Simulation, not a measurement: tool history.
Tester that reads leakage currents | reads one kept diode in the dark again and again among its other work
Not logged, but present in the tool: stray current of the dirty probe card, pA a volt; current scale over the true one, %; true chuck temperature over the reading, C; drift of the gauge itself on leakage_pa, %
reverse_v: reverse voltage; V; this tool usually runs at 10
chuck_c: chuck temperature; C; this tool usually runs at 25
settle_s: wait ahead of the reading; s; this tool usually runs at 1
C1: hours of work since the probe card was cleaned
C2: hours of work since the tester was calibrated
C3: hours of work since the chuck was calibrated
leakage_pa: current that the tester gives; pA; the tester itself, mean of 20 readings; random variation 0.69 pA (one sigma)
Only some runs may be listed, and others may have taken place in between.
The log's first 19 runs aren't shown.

{"hour": 2603.1, "done": "chuck's temperature calibrated"}
{"run": 20, "hour": 2609.4, "reverse_v": 1.4, "chuck_c": 25, "settle_s": 1, "C1": 632, "C2": 2397, "C3": 5, "leakage_pa": 106.02}
{"run": 21, "hour": 2733.4, "reverse_v": 1.4, "chuck_c": 25, "settle_s": 1, "C1": 723, "C2": 2488, "C3": 96, "leakage_pa": 109.83}
{"run": 22, "hour": 2824.2, "reverse_v": 1.4, "chuck_c": 43, "settle_s": 1, "C1": 790, "C2": 2555, "C3": 162, "leakage_pa": 515.59}
{"run": 23, "hour": 2989.4, "reverse_v": 11.3, "chuck_c": 52, "settle_s": 3.13, "C1": 911, "C2": 2676, "C3": 284, "leakage_pa": 2486.42}
{"run": 24, "hour": 3151.2, "reverse_v": 7.6, "chuck_c": 51, "settle_s": 0.38, "C1": 1030, "C2": 2795, "C3": 403, "leakage_pa": 2047.24}
{"run": 25, "hour": 3324.1, "reverse_v": 9, "chuck_c": 51, "settle_s": 0.38, "C1": 1157, "C2": 2922, "C3": 530, "leakage_pa": 2289.46}
{"hour": 3408.5, "done": "tester calibrated"}
{"hour": 3476.1, "done": "chuck's temperature calibrated"}
{"run": 26, "hour": 3501.0, "reverse_v": 3.8, "chuck_c": 51, "settle_s": 1.63, "C1": 1284, "C2": 66, "C3": 18, "leakage_pa": 1367.63}
{"run": 27, "hour": 3677.6, "reverse_v": 10, "chuck_c": 45, "settle_s": 1, "C1": 1414, "C2": 196, "C3": 148, "leakage_pa": 1322.79}
{"run": 28, "hour": 3802.8, "reverse_v": 10, "chuck_c": 45, "settle_s": 1, "C1": 1506, "C2": 288, "C3": 240, "leakage_pa": 1370.41}
{"run": 29, "hour": 3977.8, "reverse_v": 12, "chuck_c": 45, "settle_s": 1, "C1": 1634, "C2": 417, "C3": 368, "leakage_pa": 1531}
{"run": 30, "hour": 4175.5, "reverse_v": 12, "chuck_c": 45, "settle_s": 1, "C1": 1779, "C2": 562, "C3": 514, "leakage_pa": 1610.46}
{"hour": 4339.6, "done": "chuck's temperature calibrated"}
{"run": 31, "hour": 4339.6, "reverse_v": 12, "chuck_c": 45, "settle_s": 1, "C1": 1898, "C2": 681, "C3": 0, "leakage_pa": 1347.07}
{"hour": 4379.1, "done": "probe card cleaned and baked"}
{"run": 32, "hour": 4537.1, "reverse_v": 9.9, "chuck_c": 39, "settle_s": 1.9, "C1": 116, "C2": 824, "C3": 143, "leakage_pa": 792.63}
{"run": 33, "hour": 4672.3, "reverse_v": 1.2, "chuck_c": 48, "settle_s": 6.25, "C1": 215, "C2": 923, "C3": 242, "leakage_pa": 727.47}
{"run": 34, "hour": 4778.2, "reverse_v": 1.6, "chuck_c": 27, "settle_s": 4.05, "C1": 293, "C2": 1001, "C3": 320, "leakage_pa": 146.46}
{"run": 35, "hour": 4967.1, "reverse_v": 2.2, "chuck_c": 28, "settle_s": 1.51, "C1": 432, "C2": 1139, "C3": 459, "leakage_pa": 190.5}
{"run": 36, "hour": 5049.9, "reverse_v": 7.7, "chuck_c": 53, "settle_s": 0.66, "C1": 493, "C2": 1200, "C3": 519, "leakage_pa": 2449.27}
{"run": 37, "hour": 5200.5, "reverse_v": 7.7, "chuck_c": 53, "settle_s": 3.96, "C1": 603, "C2": 1311, "C3": 630, "leakage_pa": 2516.85}
{"hour": 5220.7, "done": "chuck's temperature calibrated"}
{"run": 38, "hour": 5291.1, "reverse_v": 5.6, "chuck_c": 25, "settle_s": 1, "C1": 668, "C2": 1376, "C3": 52, "leakage_pa": 189.12}
{"run": 39, "hour": 5442.0, "reverse_v": 5.6, "chuck_c": 25, "settle_s": 1, "C1": 779, "C2": 1487, "C3": 163, "leakage_pa": 197.54}
{"run": 40, "hour": 5642.2, "reverse_v": 5.6, "chuck_c": 25, "settle_s": 1, "C1": 926, "C2": 1634, "C3": 310, "leakage_pa": 209.27}

Consider 3 possible next runs. They are alternatives, not a sequence: every one starts from the tool as it was left by run 40. What does each give?
{"run": "A", "hour": 5797.5, "reverse_v": 1.5, "chuck_c": 23, "settle_s": 0.8, "C1": 1040, "C2": 1748, "C3": 424, "leakage_pa": "?"}
{"run": "B", "hour": 5797.5, "reverse_v": 2.5, "chuck_c": 34, "settle_s": 0.3, "C1": 1040, "C2": 1748, "C3": 424, "leakage_pa": "?"}
{"run": "C", "hour": 5797.5, "reverse_v": 19.9, "chuck_c": 21, "settle_s": 5.54, "C1": 1040, "C2": 1748, "C3": 424, "leakage_pa": "?"}

run=A leakage_pa=105.98
run=B leakage_pa=340.58
run=C leakage_pa=259.92
Without the tool's unlogged condition, the same runs would have read:
run=A leakage_pa=88.67
run=B leakage_pa=289.69
run=C leakage_pa=206.46

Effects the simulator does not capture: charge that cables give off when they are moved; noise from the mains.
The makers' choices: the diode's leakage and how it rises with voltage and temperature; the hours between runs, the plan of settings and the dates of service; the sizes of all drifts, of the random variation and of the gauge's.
